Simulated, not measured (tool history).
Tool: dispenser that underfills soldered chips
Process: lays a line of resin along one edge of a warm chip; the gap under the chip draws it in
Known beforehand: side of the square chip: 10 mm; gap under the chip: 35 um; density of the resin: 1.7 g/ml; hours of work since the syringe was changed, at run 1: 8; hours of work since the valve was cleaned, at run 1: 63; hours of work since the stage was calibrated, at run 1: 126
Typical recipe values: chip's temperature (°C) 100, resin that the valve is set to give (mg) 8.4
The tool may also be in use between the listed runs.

run	hour	chip's temperature (°C)	resin that the valve is set to give (mg)	hours of work since the syringe was changed	hours of work since the valve was cleaned	hours of work since the stage was calibrated	time until the resin shows at the far edge (s)	resin that the valve gave (mg)
1	0	100	8.4	8	63	126	291.5	8.17
# hour 0.7: new syringe of resin
2	5.2	100	8.4	3	67	130	201.5	8.16
3	7.4	100	8.4	5	68	132	228.4	8.1
4	9.5	100	8.4	6	70	133	265.2	8.09
# hour 12.4: new syringe of resin
5	13.4	100	8.87	1	72	136	164.9	8.57
6	15.7	92	8.87	2	74	137	267.1	8.6
7	19.4	109	9.95	5	77	140	158.2	9.55
# hour 24: new syringe of resin
8	24.9	86	7.22	1	81	144	312.5	6.96
9	27	110	9.92	2	82	145	120.1	9.55
10	31.6	95	8.27	6	86	149	298.8	7.89

Branching from run 10: 5 alternative next runs. What would each branch give?
A	34.4	108	9.25	8	88	151	?	?
B	34.4	103	10.34	8	88	151	?	?
C	34.4	93	7.6	8	88	151	?	?
D	34.4	103	7.55	8	88	151	?	?
E	34.4	100	7.25	8	88	151	?	?

run	time until the resin shows at the far edge (s)	resin that the valve gave (mg)
A	193.8	8.87
B	238.5	9.93
C	382.8	7.32
D	252.7	7.21
E	292.5	6.93
Without the tool's unlogged condition, the same runs would have read:
run	time until the resin shows at the far edge (s)	resin that the valve gave (mg)
A	106.9	9.24
B	132.3	10.35
C	209.2	7.63
D	138.4	7.51
E	159.8	7.22
